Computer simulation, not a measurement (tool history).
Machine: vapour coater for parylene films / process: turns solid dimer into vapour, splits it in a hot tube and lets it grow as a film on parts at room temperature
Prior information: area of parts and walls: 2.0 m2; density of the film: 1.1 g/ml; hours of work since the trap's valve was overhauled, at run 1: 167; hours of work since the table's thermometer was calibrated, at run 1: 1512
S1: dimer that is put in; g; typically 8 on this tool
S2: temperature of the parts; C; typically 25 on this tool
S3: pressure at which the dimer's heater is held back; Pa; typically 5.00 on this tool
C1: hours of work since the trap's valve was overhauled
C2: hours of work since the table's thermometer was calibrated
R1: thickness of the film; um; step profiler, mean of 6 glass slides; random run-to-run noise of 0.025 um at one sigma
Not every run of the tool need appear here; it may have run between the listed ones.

run 1 hour=0.0 | S1=8 S2=25 S3=5.00 | C1=167 C2=1512 | R1=1.67
run 2 hour=46.8 | S1=8 S2=25 S3=5.00 | C1=193 C2=1537 | R1=1.69
run 3 hour=130.7 | S1=8 S2=25 S3=7.44 | C1=238 C2=1582 | R1=1.56
run 4 hour=186.5 | S1=8 S2=25 S3=7.44 | C1=268 C2=1612 | R1=1.50
-- hour=234.9 trap's valve overhauled
run 5 hour=236.3 | S1=8 S2=25 S3=7.44 | C1=1 C2=1637 | R1=1.72
run 6 hour=321.1 | S1=8 S2=25 S3=7.44 | C1=46 C2=1682 | R1=1.65
run 7 hour=406.8 | S1=5 S2=33 S3=2.87 | C1=92 C2=1728 | R1=0.81
run 8 hour=464.2 | S1=5 S2=33 S3=2.87 | C1=123 C2=1759 | R1=0.83
run 9 hour=547.6 | S1=5 S2=22 S3=4.71 | C1=168 C2=1804 | R1=1.20
-- hour=623.2 table's thermometer calibrated
run 10 hour=623.2 | S1=8 S2=25 S3=10.77 | C1=208 C2=0 | R1=1.52
run 11 hour=705.4 | S1=8 S2=25 S3=3.13 | C1=253 C2=44 | R1=1.86
run 12 hour=771.0 | S1=11 S2=25 S3=10.20 | C1=288 C2=79 | R1=2.02

Run by run, hidden condition taken away, random variation retained:
The hidden state here: vapour lost through the trap's worn valve, %; true temperature of the parts over the reading, C; drift of the gauge itself on film_um, %.
run=1 R1=1.90
run=2 R1=1.94
run=3 R1=1.83
run=4 R1=1.80
run=5 R1=1.82
run=6 R1=1.78
run=7 R1=0.90
run=8 R1=0.93
run=9 R1=1.37
run=10 R1=1.68
run=11 R1=2.11
run=12 R1=2.33
